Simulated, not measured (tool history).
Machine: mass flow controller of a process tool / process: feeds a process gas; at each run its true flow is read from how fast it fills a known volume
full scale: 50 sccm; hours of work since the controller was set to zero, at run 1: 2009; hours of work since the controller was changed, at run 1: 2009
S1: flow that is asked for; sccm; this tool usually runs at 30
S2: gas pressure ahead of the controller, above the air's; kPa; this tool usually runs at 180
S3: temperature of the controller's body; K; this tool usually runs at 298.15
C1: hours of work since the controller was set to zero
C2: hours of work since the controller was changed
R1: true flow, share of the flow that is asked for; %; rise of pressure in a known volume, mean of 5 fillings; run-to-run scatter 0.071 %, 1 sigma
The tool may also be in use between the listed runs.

run 1 hour=0 | S1=30 S2=180 S3=298.15 | C1=2009 C2=2009 | R1=99.74
run 2 hour=212.7 | S1=30 S2=180 S3=303.15 | C1=2159 C2=2159 | R1=99.39
run 3 hour=435 | S1=30 S2=180 S3=298.15 | C1=2316 C2=2316 | R1=99.67
run 4 hour=589 | S1=30 S2=180 S3=298.15 | C1=2425 C2=2425 | R1=99.68
run 5 hour=838.3 | S1=30 S2=180 S3=298.15 | C1=2601 C2=2601 | R1=99.62
run 6 hour=1055.3 | S1=30 S2=180 S3=298.15 | C1=2755 C2=2755 | R1=99.61
run 7 hour=1195.4 | S1=35 S2=180 S3=298.15 | C1=2854 C2=2854 | R1=99.89
run 8 hour=1345.3 | S1=35 S2=180 S3=298.15 | C1=2960 C2=2960 | R1=99.83
run 9 hour=1509.6 | S1=35 S2=180 S3=298.15 | C1=3076 C2=3076 | R1=99.8
run 10 hour=1719.6 | S1=35 S2=180 S3=298.15 | C1=3224 C2=3224 | R1=99.68
run 11 hour=1920.7 | S1=35 S2=180 S3=298.15 | C1=3367 C2=3367 | R1=99.87
run 12 hour=2032.3 | S1=35 S2=180 S3=298.15 | C1=3446 C2=3446 | R1=99.76
run 13 hour=2236 | S1=7 S2=180 S3=298.15 | C1=3590 C2=3590 | R1=99.15
run 14 hour=2410.1 | S1=7 S2=180 S3=298.15 | C1=3713 C2=3713 | R1=99.12
run 15 hour=2599.2 | S1=30 S2=180 S3=298.15 | C1=3846 C2=3846 | R1=99.67
run 16 hour=2759.8 | S1=19 S2=180 S3=298.15 | C1=3960 C2=3960 | R1=99.4
run 17 hour=2989 | S1=30 S2=180 S3=299.15 | C1=4122 C2=4122 | R1=99.53
run 18 hour=3143.4 | S1=8 S2=180 S3=298.15 | C1=4231 C2=4231 | R1=99.26
run 19 hour=3293.1 | S1=20 S2=180 S3=298.15 | C1=4337 C2=4337 | R1=99.5
run 20 hour=3535 | S1=7 S2=180 S3=313.15 | C1=4508 C2=4508 | R1=98.22
run 21 hour=3682.5 | S1=12 S2=268 S3=298.15 | C1=4612 C2=4612 | R1=98.49
run 22 hour=3783.8 | S1=12 S2=241 S3=299.15 | C1=4684 C2=4684 | R1=98.87
run 23 hour=3954.9 | S1=7 S2=240 S3=294.15 | C1=4805 C2=4805 | R1=99.05
run 24 hour=4148.5 | S1=11 S2=148 S3=302.15 | C1=4942 C2=4942 | R1=99.08
run 25 hour=4332.8 | S1=10 S2=227 S3=310.15 | C1=5072 C2=5072 | R1=98.05
run 26 hour=4540.4 | S1=10 S2=227 S3=310.15 | C1=5219 C2=5219 | R1=97.89
run 27 hour=4745.8 | S1=26 S2=227 S3=297.15 | C1=5364 C2=5364 | R1=99.35
run 28 hour=4880.6 | S1=5 S2=180 S3=300.15 | C1=5459 C2=5459 | R1=98.98
run 29 hour=5013.3 | S1=5 S2=143 S3=310.15 | C1=5553 C2=5553 | R1=98.5
run 30 hour=5154.3 | S1=5 S2=143 S3=310.15 | C1=5653 C2=5653 | R1=98.52
run 31 hour=5393.8 | S1=17 S2=143 S3=310.15 | C1=5822 C2=5822 | R1=98.65
-- hour=5608.9 controller's zero set anew
run 32 hour=5608.9 | S1=16 S2=241 S3=310.15 | C1=0 C2=5974 | R1=97.96
run 33 hour=5753 | S1=16 S2=241 S3=310.15 | C1=102 C2=6075 | R1=97.94
run 34 hour=5929.9 | S1=16 S2=241 S3=310.15 | C1=227 C2=6201 | R1=98.04

5 ways to go on from here, each from the tool as it stands after run 34. What would each give?
run A hour=6097.1 | S1=11 S2=241 S3=310.15 | C1=345 C2=6319 | R1=?
run B hour=6097.1 | S1=16 S2=241 S3=302.15 | C1=345 C2=6319 | R1=?
run C hour=6097.1 | S1=30 S2=216 S3=301.15 | C1=345 C2=6319 | R1=?
run D hour=6097.1 | S1=9 S2=176 S3=294.15 | C1=345 C2=6319 | R1=?
run E hour=6097.1 | S1=16 S2=241 S3=295.15 | C1=345 C2=6319 | R1=?

run=A R1=97.82
run=B R1=98.56
run=C R1=99.07
run=D R1=99.44
run=E R1=99.01
Take away the tool's hidden state, keep each run's random variation, and the runs would have read:
run=A R1=97.85
run=B R1=98.6
run=C R1=99.1
run=D R1=99.48
run=E R1=99.05
